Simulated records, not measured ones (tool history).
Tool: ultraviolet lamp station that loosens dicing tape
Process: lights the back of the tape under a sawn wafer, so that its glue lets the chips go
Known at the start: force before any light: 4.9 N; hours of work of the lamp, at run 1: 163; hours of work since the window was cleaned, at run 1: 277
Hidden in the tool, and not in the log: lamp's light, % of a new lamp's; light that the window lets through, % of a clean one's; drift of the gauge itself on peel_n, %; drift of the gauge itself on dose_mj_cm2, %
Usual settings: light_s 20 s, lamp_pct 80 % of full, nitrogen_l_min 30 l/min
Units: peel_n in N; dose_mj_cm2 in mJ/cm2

| run | hour | light_s | lamp_pct | nitrogen_l_min | hours of work of the lamp | hours of work since the window was cleaned | peel_n | dose_mj_cm2 |
|---|---|---|---|---|---|---|---|---|
| 1 | 0.0 | 20 | 80 | 30 | 163 | 277 | 0.757 | 527 |
| 2 | 4.8 | 20 | 80 | 18 | 165 | 280 | 1.067 | 525 |
| 3 | 10.0 | 20 | 80 | 18 | 168 | 282 | 1.044 | 520 |
| 4 | 20.1 | 20 | 80 | 18 | 172 | 287 | 1.070 | 521 |
| 5 | 29.9 | 20 | 80 | 18 | 177 | 292 | 1.047 | 525 |
| 6 | 35.7 | 20 | 80 | 18 | 180 | 294 | 1.101 | 519 |
| 7 | 46.0 | 20 | 80 | 30 | 185 | 299 | 0.735 | 519 |
| 8 | 51.2 | 20 | 80 | 30 | 187 | 302 | 0.738 | 521 |
| 9 | 60.0 | 20 | 80 | 30 | 191 | 306 | 0.780 | 517 |
| 10 | 70.3 | 20 | 80 | 30 | 196 | 311 | 0.758 | 517 |
| 11 | 75.1 | 20 | 80 | 30 | 198 | 313 | 0.776 | 522 |
| 12 | 82.4 | 20 | 80 | 30 | 202 | 316 | 0.763 | 514 |
| 13 | 88.0 | 20 | 80 | 30 | 205 | 319 | 0.782 | 511 |
| 14 | 99.1 | 20 | 80 | 30 | 210 | 324 | 0.799 | 522 |
| 15 | 106.1 | 20 | 89 | 30 | 213 | 328 | 0.648 | 566 |
| 16 | 115.8 | 20 | 89 | 30 | 218 | 332 | 0.652 | 562 |
| 17 | 126.9 | 20 | 80 | 30 | 223 | 338 | 0.769 | 516 |
| 18 | 136.8 | 20 | 80 | 30 | 228 | 342 | 0.760 | 512 |
| 19 | 147.5 | 20 | 80 | 30 | 233 | 347 | 0.778 | 507 |
| 20 | 156.7 | 20 | 80 | 30 | 237 | 352 | 0.783 | 505 |

Forecast run 21:
| 21 | 163.3 | 20 | 65 | 30 | 240 | 355 | ? | ? |

peel_n: 1.078 N
dose_mj_cm2: 411 mJ/cm2
Without the tool's hidden state the same run would have given peel_n 0.850 N, dose_mj_cm2 482 mJ/cm2.
